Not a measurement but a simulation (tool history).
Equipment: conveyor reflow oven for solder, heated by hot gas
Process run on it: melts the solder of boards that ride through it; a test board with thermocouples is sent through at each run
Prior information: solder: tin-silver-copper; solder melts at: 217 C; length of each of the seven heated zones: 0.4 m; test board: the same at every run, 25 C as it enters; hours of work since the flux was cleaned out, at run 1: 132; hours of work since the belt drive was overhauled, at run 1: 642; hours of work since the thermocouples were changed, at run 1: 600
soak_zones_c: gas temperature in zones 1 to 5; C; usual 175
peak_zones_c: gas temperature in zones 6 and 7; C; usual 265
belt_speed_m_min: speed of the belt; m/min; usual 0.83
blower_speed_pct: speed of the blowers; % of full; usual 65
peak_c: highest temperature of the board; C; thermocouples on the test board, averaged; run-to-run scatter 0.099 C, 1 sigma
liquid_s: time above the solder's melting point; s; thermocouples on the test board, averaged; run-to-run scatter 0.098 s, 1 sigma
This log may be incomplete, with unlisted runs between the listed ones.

| run | day | soak_zones_c | peak_zones_c | belt_speed_m_min | blower_speed_pct | hours of work since the flux was cleaned out | hours of work since the belt drive was overhauled | hours of work since the thermocouples were changed | peak_c | liquid_s |
|---|---|---|---|---|---|---|---|---|---|---|
| 1 | 0 | 175 | 265 | 0.83 | 65 | 132 | 642 | 600 | 245.22 | 38.05 |
| 2 | 0.633 | 175 | 265 | 0.83 | 65 | 139 | 649 | 608 | 245.05 | 38.21 |
| 3 | 1.317 | 175 | 265 | 0.83 | 65 | 147 | 657 | 616 | 245.01 | 38.03 |
| 4 | 2.412 | 175 | 265 | 0.83 | 65 | 160 | 670 | 629 | 244.81 | 37.92 |
| 5 | 3.588 | 175 | 265 | 0.83 | 65 | 174 | 684 | 642 | 244.94 | 37.96 |
| 6 | 4.396 | 175 | 265 | 0.83 | 65 | 183 | 693 | 652 | 244.79 | 37.96 |
| 7 | 5.879 | 175 | 265 | 0.83 | 65 | 201 | 711 | 669 | 244.57 | 37.61 |
| 8 | 6.767 | 175 | 270 | 0.83 | 65 | 211 | 721 | 679 | 248.77 | 40.24 |
| 9 | 8.125 | 175 | 270 | 0.83 | 65 | 227 | 737 | 695 | 248.66 | 40.27 |
| 10 | 9.242 | 175 | 270 | 0.83 | 65 | 240 | 750 | 708 | 248.52 | 40.13 |
|  | 9.517 | flux residue cleaned out of gas plates and filters |
| 11 | 10.646 | 175 | 270 | 0.83 | 65 | 13 | 764 | 722 | 246.75 | 38.37 |
| 12 | 12.054 | 175 | 265 | 0.966 | 65 | 30 | 781 | 739 | 236.15 | 24.41 |
|  | 13.2 | flux residue cleaned out of gas plates and filters, once more |
| 13 | 13.688 | 175 | 265 | 0.966 | 65 | 6 | 797 | 756 | 240.79 | 28.9 |
| 14 | 14.529 | 175 | 265 | 0.716 | 65 | 16 | 807 | 765 | 251.01 | 50.39 |
| 15 | 15.625 | 175 | 265 | 0.716 | 65 | 28 | 820 | 778 | 251.17 | 50.11 |
| 16 | 16.342 | 175 | 265 | 0.933 | 65 | 37 | 828 | 787 | 241.7 | 31.17 |
| 17 | 17.55 | 179 | 265 | 0.979 | 65 | 51 | 842 | 801 | 240.87 | 29.66 |
| 18 | 18.188 | 179 | 265 | 0.979 | 65 | 58 | 850 | 808 | 240.83 | 29.51 |
| 19 | 19.408 | 179 | 265 | 0.979 | 65 | 73 | 864 | 823 | 240.76 | 29.46 |
| 20 | 20.596 | 175 | 277 | 0.805 | 56 | 87 | 878 | 836 | 253.95 | 44.76 |
| 21 | 21.817 | 173 | 259 | 0.683 | 51 | 101 | 892 | 851 | 243.04 | 45.05 |
| 22 | 22.767 | 175 | 265 | 0.664 | 65 | 112 | 903 | 862 | 252.96 | 55.77 |
| 23 | 23.896 | 179 | 280 | 0.83 | 65 | 125 | 917 | 875 | 258.96 | 47.35 |
| 24 | 25.346 | 178 | 280 | 0.83 | 64 | 142 | 934 | 892 | 258.1 | 46.78 |
| 25 | 26.329 | 178 | 280 | 0.83 | 64 | 154 | 945 | 904 | 258.04 | 46.74 |
| 26 | 27.492 | 175 | 280 | 0.882 | 74 | 167 | 959 | 917 | 257.66 | 42.99 |
| 27 | 28.571 | 175 | 280 | 0.882 | 74 | 180 | 971 | 930 | 257.79 | 43.07 |
| 28 | 29.367 | 184 | 265 | 0.83 | 65 | 189 | 981 | 939 | 247.27 | 42.54 |
| 29 | 30.175 | 175 | 278 | 0.81 | 65 | 199 | 990 | 949 | 256.77 | 46.63 |
| 30 | 30.992 | 175 | 278 | 0.81 | 65 | 208 | 1000 | 958 | 256.74 | 46.29 |

Alternative continuations, all from the tool just after run 30; predict every row:
| A | 32.258 | 175 | 278 | 0.81 | 58 | 223 | 1015 | 973 | ? | ? |
| B | 32.258 | 171 | 278 | 0.919 | 65 | 223 | 1015 | 973 | ? | ? |
| C | 32.258 | 175 | 278 | 0.993 | 65 | 223 | 1015 | 973 | ? | ? |
| D | 32.258 | 170 | 265 | 0.83 | 65 | 223 | 1015 | 973 | ? | ? |

| run | peak_c | liquid_s |
|---|---|---|
| A | 254.49 | 44.71 |
| B | 250.11 | 35.91 |
| C | 247.49 | 32.08 |
| D | 244.03 | 35.89 |
With no hidden state in the tool, these same runs would have given:
| run | peak_c | liquid_s |
|---|---|---|
| A | 254.61 | 44.43 |
| B | 250.65 | 36.01 |
| C | 248.17 | 32.33 |
| D | 244.2 | 35.92 |
